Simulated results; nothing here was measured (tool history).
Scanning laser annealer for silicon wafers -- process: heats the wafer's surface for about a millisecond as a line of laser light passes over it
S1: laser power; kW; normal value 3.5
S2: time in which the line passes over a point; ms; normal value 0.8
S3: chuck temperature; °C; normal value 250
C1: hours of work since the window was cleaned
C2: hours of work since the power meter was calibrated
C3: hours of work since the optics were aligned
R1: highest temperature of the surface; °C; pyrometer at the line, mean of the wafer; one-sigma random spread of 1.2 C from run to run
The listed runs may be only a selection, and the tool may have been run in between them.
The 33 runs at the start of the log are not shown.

| run | hour | S1 | S2 | S3 | C1 | C2 | C3 | R1 |
|---|---|---|---|---|---|---|---|---|
| 34 | 2277.4 | 3.477 | 0.586 | 217 | 719 | 1451 | 738 | 927 |
| 35 | 2321.6 | 3.797 | 0.973 | 217 | 737 | 1469 | 756 | 1193 |
| 36 | 2383.3 | 3.225 | 0.681 | 228 | 762 | 1495 | 782 | 928 |
|  | 2433.8 | window over the wafer cleaned |
| 37 | 2459.9 | 3.778 | 0.8 | 230 | 11 | 1525 | 812 | 1133 |
| 38 | 2522.5 | 3.13 | 0.8 | 250 | 36 | 1551 | 838 | 990 |
| 39 | 2601.1 | 3.13 | 0.8 | 220 | 69 | 1583 | 870 | 959 |
| 40 | 2680.4 | 3.789 | 0.605 | 257 | 101 | 1616 | 903 | 1053 |
| 41 | 2730.7 | 3.789 | 0.605 | 257 | 122 | 1637 | 924 | 1053 |
| 42 | 2825.7 | 3.804 | 0.868 | 279 | 161 | 1676 | 963 | 1217 |

Alternative continuations, all from the tool just after run 42; predict every row:
| A | 2901.8 | 3.245 | 0.8 | 250 | 192 | 1707 | 994 | ? |
| B | 2901.8 | 3.715 | 0.69 | 290 | 192 | 1707 | 994 | ? |
| C | 2901.8 | 3.09 | 0.897 | 214 | 192 | 1707 | 994 | ? |

| run | R1 |
|---|---|
| A | 1017 |
| B | 1116 |
| C | 977 |
Stripped of hidden state, with their random variation kept, the same runs would have yielded:
| run | R1 |
|---|---|
| A | 1023 |
| B | 1123 |
| C | 983 |
